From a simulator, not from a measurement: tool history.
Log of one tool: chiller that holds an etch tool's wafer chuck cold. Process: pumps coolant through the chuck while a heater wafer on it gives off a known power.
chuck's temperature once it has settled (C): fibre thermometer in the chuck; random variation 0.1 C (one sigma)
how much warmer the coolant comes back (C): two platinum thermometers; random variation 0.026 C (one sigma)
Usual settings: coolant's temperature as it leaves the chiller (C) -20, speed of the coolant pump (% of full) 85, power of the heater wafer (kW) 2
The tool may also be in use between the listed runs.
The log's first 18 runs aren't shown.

run	hour	coolant's temperature as it leaves the chiller (C)	speed of the coolant pump (% of full)	power of the heater wafer (kW)	chuck's temperature once it has settled (C)	how much warmer the coolant comes back (C)
19	2367.2	-24	67	2	-7	6.75
20	2554.3	-17	88	1.197	-8.8	3.12
21	2650.8	-23	85	1.88	-10.2	5
22	2731.7	-18	81	1.88	-4.6	5.21
23	2921.4	-20	63	2.168	-0.4	7.77
24	3044.4	-20	94	2.578	-4.1	6.06
25	3165.4	-19	85	1.68	-7.6	4.49
26	3352	-12	61	2.334	9.7	8.63
27	3537.1	-20	85	1.713	-8.2	4.57
28	3713.2	-25	85	2	-11.3	5.31
29	3863.9	-26	85	2	-12.4	5.29
30	3981.5	-20	75	2.535	-0.7	7.63
# hour 4117.3: gauge calibrated
31	4141.3	-20	85	1.238	-11.6	3.16
32	4325.6	-20	85	1.238	-11.5	3.18

4 ways to go on from here, each from the tool as it stands after run 32. What would each give?
A	4508.7	-14	85	1.378	?	?
B	4508.7	-20	85	1.961	?	?
C	4508.7	-20	65	1.491	?	?
D	4508.7	-29	85	1.238	?	?

run	chuck's temperature once it has settled (C)	how much warmer the coolant comes back (C)
A	-4.7	3.54
B	-6.7	5.07
C	-6.9	5.06
D	-20.5	3.2
Without the tool's hidden state the same runs would have given:
run	chuck's temperature once it has settled (C)	how much warmer the coolant comes back (C)
A	-4.7	3.51
B	-6.7	5.04
C	-6.9	5.03
D	-20.6	3.18
